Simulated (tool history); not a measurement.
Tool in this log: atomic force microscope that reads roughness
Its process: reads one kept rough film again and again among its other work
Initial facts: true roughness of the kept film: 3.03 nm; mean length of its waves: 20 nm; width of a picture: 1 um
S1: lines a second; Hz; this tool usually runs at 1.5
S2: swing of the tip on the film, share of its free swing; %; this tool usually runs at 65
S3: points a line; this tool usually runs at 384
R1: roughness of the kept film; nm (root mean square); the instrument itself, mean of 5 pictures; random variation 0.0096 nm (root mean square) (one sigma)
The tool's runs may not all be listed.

run    hour    S1  S2   S3     R1
  1       0   1.5  65  384  1.749
  2      52   1.5  65  384  1.528
       80.3  -- new tip fitted
  3   106.2  0.71  65  384  2.046
  4   139.5  1.22  65  384  1.841
  5   180.4   1.5  65  384  1.656
  6   231.1   1.5  65  384  1.473
      236.2  -- new tip fitted
  7   280.5   1.5  65  384  1.887
  8   323.3   1.5  65  384  1.727
  9   367.3   1.5  65  384  1.548
      390.3  -- new tip fitted
 10   404.9   1.5  65  384  2.059
 11   445.7   1.5  65  384  1.851
 12   484.3   1.5  65  384  1.675
 13     529   1.5  65  384  1.522
      544.3  -- new tip fitted
 14   572.8   1.5  65  384  1.955
 15   621.2   1.5  65  384  1.738
 16     663   1.5  65  384  1.568
      702.1  -- new tip fitted
 17   720.6   1.5  70  603  1.984
 18   762.4  1.63  77  866  1.707
 19   810.7  1.63  88  445  1.408
 20     851  0.54  56  445  1.548
      855.1  -- new tip fitted
 21   885.5  0.59  59  381  2.014
 22   918.5  0.84  59  381  1.863
 23   950.6  3.52  65  769  1.559
 24   979.7  2.93  58  431  1.533
     1008.1  -- new tip fitted
 25  1038.6  0.84  62  685  2.025
 26  1083.2  0.79  62  384   1.79
 27  1117.6  0.79  62  384  1.648
 28  1156.9   1.5  87  560  1.309
     1161.4  -- new tip fitted
 29  1209.4  1.37  66  875  1.912
 30  1243.1   1.5  65  634  1.745
 31  1295.8  1.66  88  769   1.35

For some of the steps in R1 from one run to the next: how much would appear even if the tool had no hidden state, given the settings, what came in and random variation, and how much remains for the hidden state plus any gauge scatter that the measured result and the result without hidden state don't share?
Hidden state at play: radius of the tip, nm; height scale over the true one, %; drift of the gauge itself on roughness_nm, %.
Run 2 -> 3: S1 1.5 -> 0.71, new tip fitted. R1 +0.518 nm (root mean square): hidden state +0.432, all else +0.086.
Run 9 -> 10: new tip fitted. R1 +0.511 nm (root mean square): hidden state +0.496, all else +0.015.
Run 13 -> 14: new tip fitted. R1 +0.433 nm (root mean square): hidden state +0.438, all else -0.005.
Run 20 -> 21: S1 0.54 -> 0.59, S2 56 -> 59, S3 445 -> 381, new tip fitted. R1 +0.466 nm (root mean square): hidden state +0.492, all else -0.026.
Run 28 -> 29: S1 1.5 -> 1.37, S2 87 -> 66, S3 560 -> 875, new tip fitted. R1 +0.603 nm (root mean square): hidden state +0.319, all else +0.284.
